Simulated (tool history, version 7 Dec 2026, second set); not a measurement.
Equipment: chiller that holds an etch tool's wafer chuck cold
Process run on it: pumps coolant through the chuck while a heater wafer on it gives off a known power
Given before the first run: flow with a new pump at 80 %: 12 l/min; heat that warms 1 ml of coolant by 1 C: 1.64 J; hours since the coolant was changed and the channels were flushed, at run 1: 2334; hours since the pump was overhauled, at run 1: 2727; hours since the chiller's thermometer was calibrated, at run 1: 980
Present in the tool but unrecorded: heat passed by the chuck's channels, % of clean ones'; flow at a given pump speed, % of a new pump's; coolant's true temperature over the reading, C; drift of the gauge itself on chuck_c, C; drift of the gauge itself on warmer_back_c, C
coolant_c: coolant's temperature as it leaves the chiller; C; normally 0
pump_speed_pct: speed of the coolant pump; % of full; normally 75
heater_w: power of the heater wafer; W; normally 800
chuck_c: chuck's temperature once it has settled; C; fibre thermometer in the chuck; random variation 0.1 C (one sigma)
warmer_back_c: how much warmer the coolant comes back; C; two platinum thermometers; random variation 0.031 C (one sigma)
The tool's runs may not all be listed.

run    hour  coolant_c  pump_speed_pct  heater_w  hours since the coolant was changed and the channels were flushed  hours since the pump was overhauled  hours since the chiller's thermometer was calibrated  chuck_c  warmer_back_c
  1     0.0          0              75       800                                                               2334                                 2727                                                   980      8.7           2.75
  2    41.4          0              75       800                                                               2375                                 2769                                                  1022      8.7           2.77
  3   101.0          0              75       800                                                               2435                                 2828                                                  1081      8.7           2.78
  4   128.8          0              75       800                                                               2463                                 2856                                                  1109      8.7           2.76
  5   159.9          0              75       800                                                               2494                                 2887                                                  1140      8.8           2.75
  6   208.1          0              72       800                                                               2542                                 2935                                                  1188      9.1           2.87
  7   233.3          0              72       800                                                               2567                                 2961                                                  1213      9.2           2.87
  8   279.6         -1              72       800                                                               2613                                 3007                                                  1260      8.2           2.93
  9   336.9         -1              72       800                                                               2671                                 3064                                                  1317      8.2           2.89
 10   388.1         -1              72       800                                                               2722                                 3115                                                  1368      8.2           2.86
 11   447.7         -1              72       800                                                               2782                                 3175                                                  1428      8.2           2.87
 12   486.4         -1              72       800                                                               2820                                 3214                                                  1467      8.2           2.89
 13   544.4         -1              72       800                                                               2878                                 3272                                                  1525      8.2           2.90
 14   600.6         -1              72       800                                                               2934                                 3328                                                  1581      8.2           2.90
 15   654.7         -5              72       800                                                               2989                                 3382                                                  1635      4.3           2.91
 16   699.9         -5              72       800                                                               3034                                 3427                                                  1680      4.3           2.92
 17   732.7          0              68      1182                                                               3067                                 3460                                                  1713     14.4           4.58
 18   762.3          8              74       877                                                               3096                                 3490                                                  1742     17.8           3.13
 19   793.5          3              76       452                                                               3127                                 3521                                                  1774      8.1           1.53
 20   842.9         -2              75       429                                                               3177                                 3570                                                  1823      2.9           1.52
 21   881.6          7              76       429                                                               3216                                 3609                                                  1862     11.9           1.46
 22   907.6          7              76       429                                                               3242                                 3635                                                  1888     11.9           1.48
 23   964.0         -4              75       800                                                               3298                                 3691                                                  1944      5.0           2.84
 24  1007.8         -1              61       800                                                               3342                                 3735                                                  1988      9.9           3.52
 25  1063.2         -1              84       800                                                               3397                                 3790                                                  2043      7.2           2.47
 26  1106.5         -1              84       800                                                               3440                                 3834                                                  2087      7.4           2.55
 27  1141.5         -1              84       800                                                               3475                                 3869                                                  2122      7.4           2.46
 28  1184.4         -1              84       800                                                               3518                                 3912                                                  2164      7.3           2.42
 29  1229.9          1              82       800                                                               3564                                 3957                                                  2210      9.3           2.51
 30  1275.9          0              86      1074                                                               3610                                 4003                                                  2256     10.8           3.20
 31  1321.4          0              86      1074                                                               3655                                 4049                                                  2302     10.8           3.22

What if the next run were any one of these 3? Each begins from the tool's condition after run 31:
  A  1379.1          0              86       498                                                               3713                                 4106                                                  2359        ?              ?
  B  1379.1          1              80       764                                                               3713                                 4106                                                  2359        ?              ?
  C  1379.1          7              65       699                                                               3713                                 4106                                                  2359        ?              ?

run  chuck_c  warmer_back_c
  A      5.2           1.43
  B      9.5           2.49
  C     16.2           2.83
With the hidden condition removed and each run's random variation left untouched, the same runs would have given:
run  chuck_c  warmer_back_c
  A      4.3           1.33
  B      8.2           2.33
  C     14.9           2.64

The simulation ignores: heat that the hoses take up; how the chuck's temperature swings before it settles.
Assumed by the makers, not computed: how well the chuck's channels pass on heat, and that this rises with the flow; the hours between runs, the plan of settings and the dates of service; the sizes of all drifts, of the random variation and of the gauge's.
